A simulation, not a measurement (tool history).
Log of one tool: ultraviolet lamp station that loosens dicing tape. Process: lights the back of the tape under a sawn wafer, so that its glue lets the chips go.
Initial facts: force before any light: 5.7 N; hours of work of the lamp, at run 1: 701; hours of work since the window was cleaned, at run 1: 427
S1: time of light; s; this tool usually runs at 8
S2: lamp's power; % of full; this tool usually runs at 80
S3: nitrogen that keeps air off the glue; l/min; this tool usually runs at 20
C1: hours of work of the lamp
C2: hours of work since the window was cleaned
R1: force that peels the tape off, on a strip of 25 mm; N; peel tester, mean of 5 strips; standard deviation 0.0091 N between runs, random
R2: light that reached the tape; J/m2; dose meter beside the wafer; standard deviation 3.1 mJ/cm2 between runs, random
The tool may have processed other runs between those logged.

| run | hour | S1 | S2 | S3 | C1 | C2 | R1 | R2 |
|---|---|---|---|---|---|---|---|---|
| 1 | 0.0 | 8 | 80 | 20 | 701 | 427 | 0.520 | 3890 |
| 2 | 31.6 | 8 | 80 | 20 | 720 | 445 | 0.524 | 3890 |
| 3 | 50.7 | 8 | 80 | 20 | 731 | 457 | 0.542 | 3850 |
| 4 | 73.1 | 8 | 80 | 20 | 744 | 470 | 0.548 | 3860 |
| 5 | 98.8 | 8 | 80 | 20 | 759 | 485 | 0.533 | 3820 |
| 6 | 124.4 | 8 | 84 | 20 | 774 | 500 | 0.523 | 4050 |
| 7 | 145.5 | 8 | 84 | 20 | 786 | 512 | 0.517 | 3930 |
| 8 | 170.1 | 8 | 84 | 20 | 801 | 526 | 0.537 | 3960 |
| 9 | 197.0 | 8 | 84 | 20 | 816 | 542 | 0.523 | 3960 |
| 10 | 221.8 | 4 | 84 | 20 | 831 | 557 | 1.541 | 1940 |
| 11 | 238.4 | 4 | 84 | 20 | 841 | 566 | 1.554 | 1940 |
| 12 | 261.5 | 4 | 84 | 20 | 854 | 580 | 1.542 | 1940 |
| 13 | 282.1 | 4 | 84 | 20 | 866 | 592 | 1.556 | 1950 |
| 14 | 312.9 | 4 | 84 | 20 | 884 | 610 | 1.510 | 1950 |
| 15 | 343.0 | 4 | 84 | 20 | 902 | 628 | 1.543 | 1930 |
| 16 | 364.3 | 4 | 84 | 20 | 914 | 640 | 1.545 | 1910 |
| 17 | 385.7 | 5 | 80 | 20 | 927 | 653 | 1.207 | 2230 |
| 18 | 415.6 | 5 | 80 | 20 | 944 | 670 | 1.274 | 2260 |
| 19 | 444.1 | 5 | 80 | 20 | 961 | 687 | 1.289 | 2240 |
|  | 455.9 | window cleaned of glue's vapour |
| 20 | 464.4 | 5 | 80 | 20 | 973 | 5 | 1.098 | 2460 |
| 21 | 487.6 | 5 | 80 | 20 | 986 | 19 | 1.068 | 2450 |
| 22 | 509.0 | 5 | 80 | 20 | 999 | 31 | 1.117 | 2460 |
| 23 | 526.8 | 7 | 67 | 12 | 1009 | 42 | 1.055 | 2840 |
| 24 | 553.9 | 7 | 67 | 12 | 1025 | 57 | 1.088 | 2800 |
| 25 | 582.2 | 6 | 80 | 8 | 1042 | 74 | 1.230 | 2880 |
| 26 | 608.2 | 6 | 80 | 8 | 1057 | 89 | 1.285 | 2860 |
| 27 | 633.9 | 6 | 80 | 8 | 1072 | 104 | 1.228 | 2870 |
| 28 | 666.2 | 8 | 63 | 25 | 1091 | 123 | 0.767 | 3040 |
| 29 | 686.3 | 6 | 80 | 9 | 1103 | 135 | 1.205 | 2810 |
| 30 | 704.9 | 6 | 63 | 9 | 1113 | 146 | 1.628 | 2230 |
| 31 | 730.8 | 6 | 63 | 9 | 1129 | 161 | 1.636 | 2250 |
| 32 | 761.9 | 8 | 62 | 8 | 1147 | 179 | 1.249 | 2850 |
| 33 | 786.5 | 5 | 62 | 27 | 1161 | 194 | 1.562 | 1790 |
| 34 | 807.2 | 5 | 75 | 12 | 1173 | 206 | 1.559 | 2160 |
| 35 | 823.7 | 8 | 66 | 12 | 1183 | 215 | 0.967 | 3040 |
| 36 | 854.2 | 8 | 80 | 16 | 1201 | 233 | 0.633 | 3630 |
| 37 | 870.8 | 8 | 80 | 16 | 1211 | 243 | 0.634 | 3640 |
| 38 | 891.6 | 6 | 76 | 13 | 1223 | 255 | 1.218 | 2560 |
| 39 | 919.3 | 9 | 80 | 23 | 1239 | 271 | 0.451 | 4050 |
| 40 | 941.3 | 4 | 98 | 33 | 1252 | 284 | 1.119 | 2230 |
| 41 | 965.6 | 10 | 85 | 8 | 1266 | 298 | 0.558 | 4760 |
| 42 | 985.4 | 7 | 92 | 31 | 1278 | 310 | 0.528 | 3600 |
| 43 | 1015.1 | 7 | 92 | 11 | 1295 | 327 | 0.810 | 3610 |
| 44 | 1036.3 | 6 | 92 | 9 | 1307 | 340 | 1.090 | 3040 |

Below are 3 alternative next runs, each starting from the tool's condition after run 44. Predict each:
| A | 1069.5 | 8 | 99 | 20 | 1327 | 359 | ? | ? |
| B | 1069.5 | 14 | 93 | 21 | 1327 | 359 | ? | ? |
| C | 1069.5 | 6 | 79 | 34 | 1327 | 359 | ? | ? |

| run | R1 | R2 |
|---|---|---|
| A | 0.433 | 4340 |
| B | 0.224 | 7130 |
| C | 0.865 | 2600 |
Had the tool no hidden state, the same runs would have come out as:
| run | R1 | R2 |
|---|---|---|
| A | 0.281 | 5800 |
| B | 0.201 | 9530 |
| C | 0.531 | 3460 |
